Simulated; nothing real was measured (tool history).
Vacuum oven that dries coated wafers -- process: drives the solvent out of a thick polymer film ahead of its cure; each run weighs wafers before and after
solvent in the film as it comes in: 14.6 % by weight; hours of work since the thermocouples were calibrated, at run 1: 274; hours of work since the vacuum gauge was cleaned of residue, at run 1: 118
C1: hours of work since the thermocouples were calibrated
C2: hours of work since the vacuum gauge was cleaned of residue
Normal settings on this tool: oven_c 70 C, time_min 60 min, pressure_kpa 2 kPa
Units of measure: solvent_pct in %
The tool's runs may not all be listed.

Run 1, day 0: usual settings; C1 274; C2 118. Result: solvent_pct 6.15 %.
Run 2, day 0.812: usual settings; C1 282; C2 125. Result: solvent_pct 6.06 %.
Run 3, day 1.554: usual settings; C1 289; C2 133. Result: solvent_pct 6.03 %.
Run 4, day 2.05: usual settings; C1 294; C2 138. Result: solvent_pct 6.11 %.
Run 5, day 2.85: usual settings; C1 302; C2 145. Result: solvent_pct 5.9 %.
Run 6, day 3.488: usual settings; C1 308; C2 152. Result: solvent_pct 6.13 %.
Run 7, day 4.279: usual settings but oven_c 65 C; C1 315; C2 159. Result: solvent_pct 7.92 %.
Run 8, day 4.779: usual settings but oven_c 58 C; C1 320; C2 164. Result: solvent_pct 10.11 %.
Run 9, day 5.521: usual settings but oven_c 58 C; C1 328; C2 171. Result: solvent_pct 9.99 %.
Run 10, day 6.162: usual settings but oven_c 58 C; C1 334; C2 178. Result: solvent_pct 9.97 %.
Run 11, day 6.929: usual settings but oven_c 58 C; C1 341; C2 185. Result: solvent_pct 10 %.
Run 12, day 7.962: usual settings; C1 351; C2 195. Result: solvent_pct 6.02 %.
Run 13, day 8.517: usual settings but pressure_kpa 1.79 kPa; C1 357; C2 200. Result: solvent_pct 5.76 %.
Run 14, day 9.321: usual settings; C1 365; C2 208. Result: solvent_pct 6.05 %.
Run 15, day 10.05: usual settings but oven_c 69 C; C1 372; C2 215. Result: solvent_pct 6.44 %.
Run 16, day 10.917: usual settings but oven_c 69 C; C1 380; C2 224. Result: solvent_pct 6.45 %.
Run 17, day 11.821: usual settings but oven_c 69 C; C1 389; C2 233. Result: solvent_pct 6.41 %.
Run 18, day 12.583: usual settings but oven_c 69 C; C1 396; C2 240. Result: solvent_pct 6.53 %.
Run 19, day 13.121: usual settings but time_min 42 min; C1 402; C2 245. Result: solvent_pct 7.16 %.
Run 20, day 14.067: usual settings but oven_c 57 C; C1 411; C2 255. Result: solvent_pct 10.36 %.
Run 21, day 14.992: usual settings but oven_c 84 C; C1 420; C2 264. Result: solvent_pct 2.6 %.
Run 22, day 15.967: usual settings; C1 429; C2 273. Result: solvent_pct 6 %.
Run 23, day 16.55: usual settings but oven_c 85 C; C1 435; C2 279. Result: solvent_pct 2.34 %.
Run 24, day 17.154: usual settings but pressure_kpa 1.48 kPa; C1 441; C2 285. Result: solvent_pct 5.39 %.
Run 25, day 17.796: usual settings but oven_c 84 C, time_min 33 min, pressure_kpa 3.15 kPa; C1 447; C2 291. Result: solvent_pct 4.92 %.
Run 26, day 18.883: usual settings but oven_c 84 C, time_min 33 min, pressure_kpa 3.15 kPa; C1 458; C2 301. Result: solvent_pct 4.82 %.
Run 27, day 19.483: usual settings but time_min 33 min, pressure_kpa 5.57 kPa; C1 464; C2 307. Result: solvent_pct 11.91 %.
Run 28, day 19.925: usual settings but time_min 33 min, pressure_kpa 5.57 kPa; C1 468; C2 312. Result: solvent_pct 11.83 %.
Run 29, day 20.429: usual settings but time_min 33 min, pressure_kpa 5.57 kPa; C1 473; C2 316. Result: solvent_pct 11.78 %.
Run 30, day 21.229: usual settings but oven_c 73 C, time_min 73 min; C1 481; C2 324. Result: solvent_pct 4.4 %.
Run 31, day 22.112: usual settings but oven_c 63 C, time_min 52 min, pressure_kpa 1.42 kPa; C1 489; C2 333. Result: solvent_pct 8.05 %.
Run 32, day 22.55: usual settings but oven_c 60 C, time_min 38 min, pressure_kpa 7.86 kPa; C1 493; C2 337. Result: solvent_pct 14.69 %.
Run 33, day 23.212: usual settings but oven_c 68 C, time_min 47 min; C1 500; C2 344. Result: solvent_pct 7.43 %.
Run 34, day 24.275: usual settings but oven_c 69 C; C1 510; C2 354. Result: solvent_pct 6.41 %.
Run 35, day 25.333: usual settings but oven_c 61 C, time_min 36 min, pressure_kpa 1.98 kPa; C1 520; C2 364. Result: solvent_pct 10.03 %.
Run 36, day 26.271: usual settings but oven_c 80 C, time_min 36 min, pressure_kpa 1.98 kPa; C1 530; C2 373. Result: solvent_pct 4.62 %.
Run 37, day 26.775: usual settings but oven_c 79 C, time_min 73 min, pressure_kpa 1.2 kPa; C1 535; C2 378. Result: solvent_pct 2.07 %.
Run 38, day 27.371: usual settings but oven_c 67 C, time_min 84 min, pressure_kpa 2.38 kPa; C1 540; C2 384. Result: solvent_pct 6.71 %.
Run 39, day 28.029: usual settings but oven_c 56 C, time_min 77 min, pressure_kpa 1.62 kPa; C1 547; C2 390. Result: solvent_pct 9.16 %.
Run 40, day 28.979: usual settings but oven_c 64 C, time_min 52 min, pressure_kpa 1.21 kPa; C1 556; C2 400. Result: solvent_pct 7.28 %.
Run 41, day 29.621: usual settings but oven_c 64 C, time_min 52 min, pressure_kpa 1.21 kPa; C1 562; C2 406. Result: solvent_pct 7.36 %.
Run 42, day 30.517: usual settings but oven_c 55 C, time_min 66 min, pressure_kpa 1.63 kPa; C1 571; C2 415. Result: solvent_pct 10.07 %.
Run 43, day 31.183: usual settings but oven_c 72 C, pressure_kpa 1.36 kPa; C1 577; C2 421. Result: solvent_pct 4.6 %.
Run 44, day 31.767: usual settings but oven_c 72 C, pressure_kpa 1.36 kPa; C1 583; C2 427. Result: solvent_pct 4.58 %.
Run 45, day 32.808: usual settings but oven_c 74 C, pressure_kpa 2.25 kPa; C1 593; C2 437. Result: solvent_pct 5.12 %.
Run 46, day 33.754: usual settings but oven_c 79 C, time_min 59 min; C1 603; C2 446. Result: solvent_pct 3.55 %.
Run 47, day 34.567: usual settings but pressure_kpa 1.65 kPa; C1 610; C2 454. Result: solvent_pct 5.63 %.

Each row is a separate what-if for the run after 47, all from the same tool condition, not one after another. Results?
Run A, day 35.025: usual settings but time_min 105 min, pressure_kpa 4.6 kPa; C1 615; C2 459. Result: solvent_pct ?.
Run B, day 35.025: usual settings but oven_c 82 C, time_min 46 min, pressure_kpa 2.46 kPa; C1 615; C2 459. Result: solvent_pct ?.
Run C, day 35.025: usual settings but pressure_kpa 2.4 kPa; C1 615; C2 459. Result: solvent_pct ?.
Run D, day 35.025: usual settings but oven_c 67 C, pressure_kpa 5.36 kPa; C1 615; C2 459. Result: solvent_pct ?.

run  solvent_pct
  A         8.79
  B         3.89
  C         6.86
  D        11.89
The same runs, with their run-to-run variation unchanged, on a tool lacking any hidden condition would have given:
run  solvent_pct
  A         8.78
  B         3.89
  C         6.85
  D        11.88
